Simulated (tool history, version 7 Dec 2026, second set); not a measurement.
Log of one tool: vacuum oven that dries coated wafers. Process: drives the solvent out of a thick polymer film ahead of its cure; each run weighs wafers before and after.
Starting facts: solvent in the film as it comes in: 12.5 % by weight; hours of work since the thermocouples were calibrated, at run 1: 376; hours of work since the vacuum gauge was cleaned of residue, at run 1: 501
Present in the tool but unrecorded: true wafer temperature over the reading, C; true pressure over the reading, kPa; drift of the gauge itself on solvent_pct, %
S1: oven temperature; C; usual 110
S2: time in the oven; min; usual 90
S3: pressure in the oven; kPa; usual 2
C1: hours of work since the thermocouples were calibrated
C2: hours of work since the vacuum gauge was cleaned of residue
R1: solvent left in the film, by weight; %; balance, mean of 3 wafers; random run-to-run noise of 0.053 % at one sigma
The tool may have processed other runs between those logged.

Run 1, hour 0: usual settings; C1 376; C2 501. Result: R1 2.96 %.
Run 2, hour 11.3: usual settings; C1 382; C2 507. Result: R1 2.83 %.
Run 3, hour 32.9: usual settings; C1 393; C2 518. Result: R1 2.95 %.
Run 4, hour 53: usual settings; C1 404; C2 529. Result: R1 2.96 %.
Run 5, hour 77.6: usual settings; C1 416; C2 541. Result: R1 2.9 %.
Run 6, hour 93: usual settings; C1 424; C2 549. Result: R1 2.95 %.
Run 7, hour 107.3: usual settings but S2 80 min; C1 431; C2 556. Result: R1 3.14 %.
Run 8, hour 130.3: usual settings but S2 80 min; C1 443; C2 568. Result: R1 3.08 %.
Run 9, hour 150.8: usual settings but S2 147 min; C1 454; C2 579. Result: R1 2.78 %.
Run 10, hour 171.2: usual settings but S2 147 min; C1 464; C2 589. Result: R1 2.75 %.
Run 11, hour 182: usual settings; C1 470; C2 595. Result: R1 3.04 %.
Run 12, hour 200.5: usual settings but S2 137 min; C1 479; C2 604. Result: R1 2.79 %.
Run 13, hour 216.2: usual settings but S2 137 min; C1 487; C2 612. Result: R1 2.66 %.
Run 14, hour 235.8: usual settings but S2 137 min; C1 497; C2 622. Result: R1 2.66 %.
Run 15, hour 257.9: usual settings; C1 508; C2 633. Result: R1 3 %.
Run 16, hour 279: usual settings; C1 519; C2 644. Result: R1 2.93 %.
Run 17, hour 296.2: usual settings but S2 88 min, S3 4.38 kPa; C1 528; C2 653. Result: R1 6.14 %.
Run 18, hour 320.4: usual settings but S1 105 C, S2 72 min; C1 541; C2 665. Result: R1 4.15 %.
Run 19, hour 338.6: usual settings but S1 124 C, S2 68 min; C1 550; C2 675. Result: R1 1.77 %.
Run 20, hour 355.2: usual settings but S1 124 C, S2 88 min, S3 1.7 kPa; C1 558; C2 683. Result: R1 1.47 %.
Run 21, hour 370.9: usual settings but S2 48 min, S3 3.2 kPa; C1 566; C2 691. Result: R1 5.26 %.
Run 22, hour 394.9: usual settings but S2 48 min, S3 3.2 kPa; C1 579; C2 704. Result: R1 5.38 %.
Run 23, hour 408.7: usual settings but S1 117 C, S2 63 min, S3 6.75 kPa; C1 586; C2 711. Result: R1 7.43 %.
Run 24, hour 419.8: usual settings but S2 130 min, S3 1.54 kPa; C1 591; C2 716. Result: R1 2.11 %.
Run 25, hour 436.8: usual settings but S2 130 min, S3 1.54 kPa; C1 600; C2 725. Result: R1 2.11 %.
Run 26, hour 454.9: usual settings but S2 139 min, S3 4.17 kPa; C1 609; C2 734. Result: R1 5.62 %.
Run 27, hour 467.1: usual settings but S1 117 C, S3 5.04 kPa; C1 616; C2 741. Result: R1 5.45 %.
Run 28, hour 481.6: usual settings but S3 4.06 kPa; C1 623; C2 748. Result: R1 5.66 %.
Run 29, hour 497.4: usual settings but S3 4.25 kPa; C1 631; C2 756. Result: R1 5.9 %.
Run 30, hour 520.3: usual settings but S1 117 C, S3 2.79 kPa; C1 643; C2 768. Result: R1 3.02 %.
Run 31, hour 537.2: usual settings but S1 98 C, S3 2.8 kPa; C1 652; C2 777. Result: R1 6.49 %.

Each row is a separate what-if for the run after 31, all from the same tool condition, not one after another. Results?
Run A, hour 560.7: usual settings but S1 102 C, S3 2.8 kPa; C1 664; C2 789. Result: R1 ?.
Run B, hour 560.7: usual settings but S1 106 C, S2 46 min, S3 2.8 kPa; C1 664; C2 789. Result: R1 ?.
Run C, hour 560.7: usual settings but S1 98 C, S2 158 min, S3 2.8 kPa; C1 664; C2 789. Result: R1 ?.

run    R1
  A  5.53
  B  5.83
  C     6
With no hidden state in the tool, these same runs would have given:
run    R1
  A  5.52
  B  5.82
  C  5.99
